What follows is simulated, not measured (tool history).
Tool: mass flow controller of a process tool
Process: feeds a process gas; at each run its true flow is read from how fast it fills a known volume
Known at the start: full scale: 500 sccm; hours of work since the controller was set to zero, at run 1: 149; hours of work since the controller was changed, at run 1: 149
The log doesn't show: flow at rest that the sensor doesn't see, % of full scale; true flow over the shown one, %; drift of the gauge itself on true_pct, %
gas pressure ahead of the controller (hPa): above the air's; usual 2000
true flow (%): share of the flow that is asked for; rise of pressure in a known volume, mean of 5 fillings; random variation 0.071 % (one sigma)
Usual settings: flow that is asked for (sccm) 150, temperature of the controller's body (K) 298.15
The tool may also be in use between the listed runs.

run	hour	flow that is asked for (sccm)	gas pressure ahead of the controller (hPa)	temperature of the controller's body (K)	hours of work since the controller was set to zero	hours of work since the controller was changed	true flow (%)
1	0.0	150	2000	298.15	149	149	99.42
2	55.6	150	2000	298.15	171	171	99.40
3	171.0	183	2000	298.15	216	216	99.55
4	246.6	183	2000	298.15	246	246	99.31
5	339.0	183	2000	298.15	282	282	99.38
6	414.1	150	2000	298.15	311	311	99.30
7	538.9	150	2000	304.15	360	360	99.10
8	629.1	150	2000	304.15	395	395	98.90
9	714.5	150	2000	304.15	428	428	98.95
10	802.9	119	2000	304.15	462	462	99.05
11	909.0	87	2000	302.15	504	504	99.03
12	978.5	87	2000	302.15	531	531	99.08
13	1106.7	338	2000	305.15	581	581	99.30
14	1169.0	338	2000	305.15	605	605	99.33
15	1249.1	338	2000	294.15	636	636	100.00
16	1366.4	185	2710	303.15	682	682	99.48
17	1491.1	185	2710	303.15	731	731	99.46
18	1596.6	150	2130	308.15	772	772	98.76
19	1707.9	150	2130	308.15	815	815	98.80

5 ways to go on from here, each from the tool as it stands after run 19. What would each give?
A	1831.9	117	2000	298.15	864	864	?
B	1831.9	105	2000	298.15	864	864	?
C	1831.9	139	1900	301.15	864	864	?
D	1831.9	69	2150	298.15	864	864	?
E	1831.9	150	1670	298.15	864	864	?

run	true flow (%)
A	99.51
B	99.25
C	99.03
D	99.40
E	99.31
Without the tool's hidden state the same runs would have given:
run	true flow (%)
A	99.51
B	99.25
C	99.03
D	99.41
E	99.32
